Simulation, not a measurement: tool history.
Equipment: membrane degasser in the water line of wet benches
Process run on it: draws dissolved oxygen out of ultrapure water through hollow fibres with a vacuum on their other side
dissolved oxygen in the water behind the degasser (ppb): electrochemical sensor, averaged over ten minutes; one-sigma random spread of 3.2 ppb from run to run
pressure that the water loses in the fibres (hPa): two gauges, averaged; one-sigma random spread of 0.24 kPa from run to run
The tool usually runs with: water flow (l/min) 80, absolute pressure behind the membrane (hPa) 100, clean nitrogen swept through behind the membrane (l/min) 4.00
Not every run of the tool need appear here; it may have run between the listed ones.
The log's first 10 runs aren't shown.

run	day	water flow (l/min)	absolute pressure behind the membrane (hPa)	clean nitrogen swept through behind the membrane (l/min)	hours since the membrane was changed	hours since the vacuum gauge was calibrated	hours since the vacuum lines were made tight	dissolved oxygen in the water behind the degasser (ppb)	pressure that the water loses in the fibres (hPa)
11	45.200	49	100	4.00	6443	3826	8419	196.0	405.7
12	48.483	49	100	4.00	6521	3905	8497	200.1	403.0
13	52.988	80	100	2.06	6629	4013	8605	540.1	656.5
14	57.729	80	100	4.00	6743	4127	8719	323.7	656.0
15	60.975	80	100	1.92	6821	4205	8797	578.1	658.6
16	65.779	80	130	4.00	6936	4320	8912	453.3	660.0
17	70.562	80	130	4.00	7051	4435	9027	453.2	655.6
18	74.696	121	130	1.66	7151	4534	9126	1251.7	997.9
19	79.417	113	86	6.94	7264	4648	9240	311.3	933.7
20	82.396	80	68	6.94	7335	4719	9311	129.0	657.5
21	86.296	80	100	3.87	7429	4813	9405	339.6	664.1
22	91.258	80	100	3.87	7548	4932	9524	339.9	663.0
23	93.958	80	100	3.87	7613	4997	9589	331.3	657.8
24	98.550	83	63	1.65	7723	5107	9699	339.0	687.2
25	104.000	118	141	1.65	7854	5238	9830	1325.4	975.4
26	108.038	95	198	2.88	7951	5335	9927	1086.0	787.1
27	111.062	95	198	2.88	8023	5407	9999	1084.8	784.4
28	115.125	68	68	7.78	8121	5505	10097	94.3	563.4
29	119.312	68	68	7.78	8221	5605	10197	95.7	565.7
30	125.450	71	87	5.38	8369	5752	10345	191.2	590.4
31	130.921	110	207	2.65	8500	5884	10476	1337.0	914.1
32	134.179	55	80	8.36	8578	5962	10554	83.1	458.3

Below are 3 alternative next runs, each starting from the tool's condition after run 32. Predict each:
A	139.300	80	129	4.00	8701	6085	10677	?	?
B	139.300	80	136	4.00	8701	6085	10677	?	?
C	139.300	88	90	4.00	8701	6085	10677	?	?

run	dissolved oxygen in the water behind the degasser (ppb)	pressure that the water loses in the fibres (hPa)
A	450.4	666.6
B	480.6	665.2
C	327.8	736.7
Take away the tool's hidden state, keep each run's random variation, and the runs would have read:
run	dissolved oxygen in the water behind the degasser (ppb)	pressure that the water loses in the fibres (hPa)
A	432.9	640.4
B	463.1	639.1
C	307.0	707.8
